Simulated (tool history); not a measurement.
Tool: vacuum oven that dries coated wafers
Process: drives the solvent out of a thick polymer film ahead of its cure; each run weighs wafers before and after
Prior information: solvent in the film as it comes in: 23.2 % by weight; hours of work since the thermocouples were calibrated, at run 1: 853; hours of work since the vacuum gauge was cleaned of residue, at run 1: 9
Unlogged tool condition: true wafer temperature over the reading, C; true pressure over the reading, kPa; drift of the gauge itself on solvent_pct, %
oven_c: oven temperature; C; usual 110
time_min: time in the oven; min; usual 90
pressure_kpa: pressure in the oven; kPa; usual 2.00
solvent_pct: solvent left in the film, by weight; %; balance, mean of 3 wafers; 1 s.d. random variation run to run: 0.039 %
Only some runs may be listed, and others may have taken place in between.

run    day  oven_c  time_min  pressure_kpa  hours of work since the thermocouples were calibrated  hours of work since the vacuum gauge was cleaned of residue  solvent_pct
  1  0.000     110        90          2.00                                                    853                                                            9         3.46
  2  0.450     110        90          2.00                                                    860                                                           16         3.45
  3  0.733     110        90          2.00                                                    864                                                           20         3.44
  4  0.950     110        90          2.00                                                    867                                                           23         3.39
  5  1.175     110        90          2.00                                                    870                                                           26         3.35
  6  1.567     110       120          2.00                                                    876                                                           32         2.18
  7  1.896     110       120          2.00                                                    881                                                           37         2.25
  8  2.333     110       120          2.00                                                    887                                                           43         2.25
  9  2.821     110       120          2.00                                                    894                                                           50         2.23
 10  3.242      96        59          2.00                                                    900                                                           57        11.73
 11  3.750      96        59          2.00                                                    908                                                           64        11.85
 12  3.992     122        46          2.00                                                    911                                                           68         2.97
 13  4.479     106        46          5.70                                                    918                                                           75        10.50
 14  4.817     106        52          4.16                                                    923                                                           80         9.16
 15  5.200     110        90          1.40                                                    929                                                           85         3.05
 16  5.592     110        90          1.40                                                    935                                                           91         3.21
 17  6.033     110        90          1.40                                                    941                                                           97         3.14

Here are 3 independent what-if runs from the current tool condition. What would each one return?
  A  6.321     123       107          1.59                                                    945                                                          102            ?
  B  6.321     112        52          2.41                                                    945                                                          102            ?
  C  6.321     110        73          3.50                                                    945                                                          102            ?

run  solvent_pct
  A         0.58
  B         5.94
  C         5.12
The same runs, with their run-to-run variation unchanged, on a tool lacking any hidden condition would have given:
run  solvent_pct
  A         0.61
  B         6.30
  C         5.45
